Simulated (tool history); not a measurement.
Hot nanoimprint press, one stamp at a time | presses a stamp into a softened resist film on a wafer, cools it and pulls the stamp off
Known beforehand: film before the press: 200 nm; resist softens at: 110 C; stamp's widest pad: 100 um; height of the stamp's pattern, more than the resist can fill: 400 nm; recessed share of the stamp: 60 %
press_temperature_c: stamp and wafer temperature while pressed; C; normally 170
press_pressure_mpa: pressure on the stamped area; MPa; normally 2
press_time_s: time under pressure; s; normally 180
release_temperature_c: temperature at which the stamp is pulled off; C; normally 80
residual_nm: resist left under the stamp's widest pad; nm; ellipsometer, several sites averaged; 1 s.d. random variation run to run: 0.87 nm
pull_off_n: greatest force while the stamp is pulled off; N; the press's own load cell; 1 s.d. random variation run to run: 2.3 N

run 1 hour=0 | press_temperature_c=170 press_pressure_mpa=2 press_time_s=180 release_temperature_c=80 | residual_nm=118.7 pull_off_n=104
run 2 hour=57 | press_temperature_c=170 press_pressure_mpa=2 press_time_s=180 release_temperature_c=80 | residual_nm=118.6 pull_off_n=102
run 3 hour=129.6 | press_temperature_c=170 press_pressure_mpa=2 press_time_s=180 release_temperature_c=80 | residual_nm=119.1 pull_off_n=104
run 4 hour=167.7 | press_temperature_c=170 press_pressure_mpa=2 press_time_s=180 release_temperature_c=80 | residual_nm=119.2 pull_off_n=109
run 5 hour=203.6 | press_temperature_c=170 press_pressure_mpa=2 press_time_s=180 release_temperature_c=80 | residual_nm=119.3 pull_off_n=105
run 6 hour=268.2 | press_temperature_c=170 press_pressure_mpa=2 press_time_s=180 release_temperature_c=80 | residual_nm=120.2 pull_off_n=103
run 7 hour=341.7 | press_temperature_c=170 press_pressure_mpa=1.56 press_time_s=180 release_temperature_c=80 | residual_nm=130.4 pull_off_n=106
-- hour=370.4 stamp cleaned and given a new release coat
run 8 hour=413.7 | press_temperature_c=170 press_pressure_mpa=1.56 press_time_s=180 release_temperature_c=80 | residual_nm=130.9 pull_off_n=103
run 9 hour=490.3 | press_temperature_c=170 press_pressure_mpa=1.56 press_time_s=180 release_temperature_c=80 | residual_nm=129.1 pull_off_n=103
run 10 hour=557 | press_temperature_c=176 press_pressure_mpa=2 press_time_s=180 release_temperature_c=80 | residual_nm=86.6 pull_off_n=101
run 11 hour=620.5 | press_temperature_c=170 press_pressure_mpa=2 press_time_s=180 release_temperature_c=80 | residual_nm=119.2 pull_off_n=104
-- hour=648.4 plate thermocouple calibrated
-- hour=656.4 press's hydraulic seals changed and the load cell set to zero
run 12 hour=665.6 | press_temperature_c=170 press_pressure_mpa=2 press_time_s=180 release_temperature_c=80 | residual_nm=118 pull_off_n=99
run 13 hour=705.6 | press_temperature_c=170 press_pressure_mpa=2 press_time_s=213 release_temperature_c=80 | residual_nm=114.2 pull_off_n=102
run 14 hour=750 | press_temperature_c=162 press_pressure_mpa=2 press_time_s=212 release_temperature_c=80 | residual_nm=161.4 pull_off_n=102
run 15 hour=818.3 | press_temperature_c=166 press_pressure_mpa=2 press_time_s=144 release_temperature_c=80 | residual_nm=150.8 pull_off_n=106
run 16 hour=855.8 | press_temperature_c=168 press_pressure_mpa=1.52 press_time_s=171 release_temperature_c=72 | residual_nm=146.3 pull_off_n=118
run 17 hour=918.7 | press_temperature_c=168 press_pressure_mpa=1.52 press_time_s=171 release_temperature_c=72 | residual_nm=145.1 pull_off_n=122
run 18 hour=958 | press_temperature_c=168 press_pressure_mpa=1.52 press_time_s=171 release_temperature_c=72 | residual_nm=146.4 pull_off_n=120
run 19 hour=992.7 | press_temperature_c=166 press_pressure_mpa=1.41 press_time_s=180 release_temperature_c=80 | residual_nm=158.8 pull_off_n=100
run 20 hour=1063.8 | press_temperature_c=182 press_pressure_mpa=1.41 press_time_s=180 release_temperature_c=80 | residual_nm=72.1 pull_off_n=103
-- hour=1078.1 stamp cleaned and given a new release coat
run 21 hour=1108.2 | press_temperature_c=182 press_pressure_mpa=1.41 press_time_s=180 release_temperature_c=80 | residual_nm=71.4 pull_off_n=102
run 22 hour=1152.6 | press_temperature_c=160 press_pressure_mpa=2 press_time_s=180 release_temperature_c=75 | residual_nm=175.3 pull_off_n=112
run 23 hour=1196.7 | press_temperature_c=170 press_pressure_mpa=2 press_time_s=223 release_temperature_c=67 | residual_nm=112.5 pull_off_n=122
run 24 hour=1243.7 | press_temperature_c=168 press_pressure_mpa=1.87 press_time_s=286 release_temperature_c=84 | residual_nm=118.9 pull_off_n=95
run 25 hour=1320.2 | press_temperature_c=168 press_pressure_mpa=1.87 press_time_s=116 release_temperature_c=84 | residual_nm=150.3 pull_off_n=95

For run 26, what comes out?
run 26 hour=1360.2 | press_temperature_c=168 press_pressure_mpa=1.87 press_time_s=207 release_temperature_c=84 | residual_nm=? pull_off_n=?

Run 26 produced residual_nm 129.2 nm, pull_off_n 92 N.
Had the tool carried no hidden state, the very same run would have given residual_nm 129.2 nm, pull_off_n 92 N.

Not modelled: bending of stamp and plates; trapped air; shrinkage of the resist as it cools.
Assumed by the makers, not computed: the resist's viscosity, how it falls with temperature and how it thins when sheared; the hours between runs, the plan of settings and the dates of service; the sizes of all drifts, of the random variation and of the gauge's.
